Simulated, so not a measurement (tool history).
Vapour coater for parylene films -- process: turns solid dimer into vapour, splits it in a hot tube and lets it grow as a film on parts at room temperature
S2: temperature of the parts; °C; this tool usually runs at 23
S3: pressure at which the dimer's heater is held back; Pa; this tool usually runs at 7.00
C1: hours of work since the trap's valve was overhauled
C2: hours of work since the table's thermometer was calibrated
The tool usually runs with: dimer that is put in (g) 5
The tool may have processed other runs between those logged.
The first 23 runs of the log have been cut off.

run 24 hour=1173.5 | dimer_that_is_put_in_(g)=4 S2=23 S3=4.41 | C1=53 C2=1583 | thickness_of_the_film_(nm)=2600
run 25 hour=1208.4 | dimer_that_is_put_in_(g)=5 S2=23 S3=4.22 | C1=72 C2=1602 | thickness_of_the_film_(nm)=3280
-- hour=1213.0 table's thermometer calibrated
run 26 hour=1283.1 | dimer_that_is_put_in_(g)=2 S2=30 S3=6.45 | C1=113 C2=38 | thickness_of_the_film_(nm)=1030
run 27 hour=1350.1 | dimer_that_is_put_in_(g)=5 S2=23 S3=7.00 | C1=149 C2=75 | thickness_of_the_film_(nm)=2900
-- hour=1388.4 table's thermometer calibrated, once more
run 28 hour=1419.0 | dimer_that_is_put_in_(g)=5 S2=23 S3=7.00 | C1=186 C2=17 | thickness_of_the_film_(nm)=2950
run 29 hour=1472.9 | dimer_that_is_put_in_(g)=6 S2=24 S3=7.00 | C1=216 C2=46 | thickness_of_the_film_(nm)=3390
run 30 hour=1516.3 | dimer_that_is_put_in_(g)=9 S2=24 S3=7.00 | C1=239 C2=70 | thickness_of_the_film_(nm)=5100
run 31 hour=1584.4 | dimer_that_is_put_in_(g)=5 S2=24 S3=3.12 | C1=277 C2=107 | thickness_of_the_film_(nm)=3250
run 32 hour=1618.4 | dimer_that_is_put_in_(g)=5 S2=24 S3=3.12 | C1=295 C2=125 | thickness_of_the_film_(nm)=3250
run 33 hour=1655.6 | dimer_that_is_put_in_(g)=2 S2=18 S3=11.69 | C1=315 C2=146 | thickness_of_the_film_(nm)=1130
run 34 hour=1690.7 | dimer_that_is_put_in_(g)=2 S2=18 S3=11.69 | C1=335 C2=165 | thickness_of_the_film_(nm)=1130
run 35 hour=1767.4 | dimer_that_is_put_in_(g)=4 S2=18 S3=3.41 | C1=376 C2=207 | thickness_of_the_film_(nm)=2800
run 36 hour=1821.9 | dimer_that_is_put_in_(g)=3 S2=23 S3=5.88 | C1=406 C2=236 | thickness_of_the_film_(nm)=1730
run 37 hour=1854.2 | dimer_that_is_put_in_(g)=7 S2=22 S3=6.01 | C1=424 C2=254 | thickness_of_the_film_(nm)=4080
run 38 hour=1909.2 | dimer_that_is_put_in_(g)=3 S2=27 S3=4.74 | C1=454 C2=284 | thickness_of_the_film_(nm)=1670
-- hour=1930.3 trap's valve overhauled
run 39 hour=1946.1 | dimer_that_is_put_in_(g)=4 S2=20 S3=10.89 | C1=9 C2=302 | thickness_of_the_film_(nm)=2340
run 40 hour=1981.3 | dimer_that_is_put_in_(g)=2 S2=34 S3=9.25 | C1=28 C2=321 | thickness_of_the_film_(nm)=920
run 41 hour=2048.7 | dimer_that_is_put_in_(g)=2 S2=23 S3=7.00 | C1=65 C2=358 | thickness_of_the_film_(nm)=1220
run 42 hour=2122.2 | dimer_that_is_put_in_(g)=2 S2=27 S3=7.00 | C1=105 C2=398 | thickness_of_the_film_(nm)=1120

Consider 5 possible next runs. They are alternatives, not a sequence: every one starts from the tool as it was left by run 42. What does each give?
run A hour=2157.5 | dimer_that_is_put_in_(g)=3 S2=15 S3=8.38 | C1=124 C2=417 | thickness_of_the_film_(nm)=?
run B hour=2157.5 | dimer_that_is_put_in_(g)=3 S2=23 S3=11.62 | C1=124 C2=417 | thickness_of_the_film_(nm)=?
run C hour=2157.5 | dimer_that_is_put_in_(g)=5 S2=23 S3=6.48 | C1=124 C2=417 | thickness_of_the_film_(nm)=?
run D hour=2157.5 | dimer_that_is_put_in_(g)=3 S2=23 S3=2.77 | C1=124 C2=417 | thickness_of_the_film_(nm)=?
run E hour=2157.5 | dimer_that_is_put_in_(g)=3 S2=30 S3=6.93 | C1=124 C2=417 | thickness_of_the_film_(nm)=?

run=A thickness_of_the_film_(nm)=1980
run=B thickness_of_the_film_(nm)=1600
run=C thickness_of_the_film_(nm)=2980
run=D thickness_of_the_film_(nm)=2080
run=E thickness_of_the_film_(nm)=1570
Take away the tool's hidden state, keep each run's random variation, and the runs would have read:
run=A thickness_of_the_film_(nm)=2030
run=B thickness_of_the_film_(nm)=1640
run=C thickness_of_the_film_(nm)=3060
run=D thickness_of_the_film_(nm)=2140
run=E thickness_of_the_film_(nm)=1610
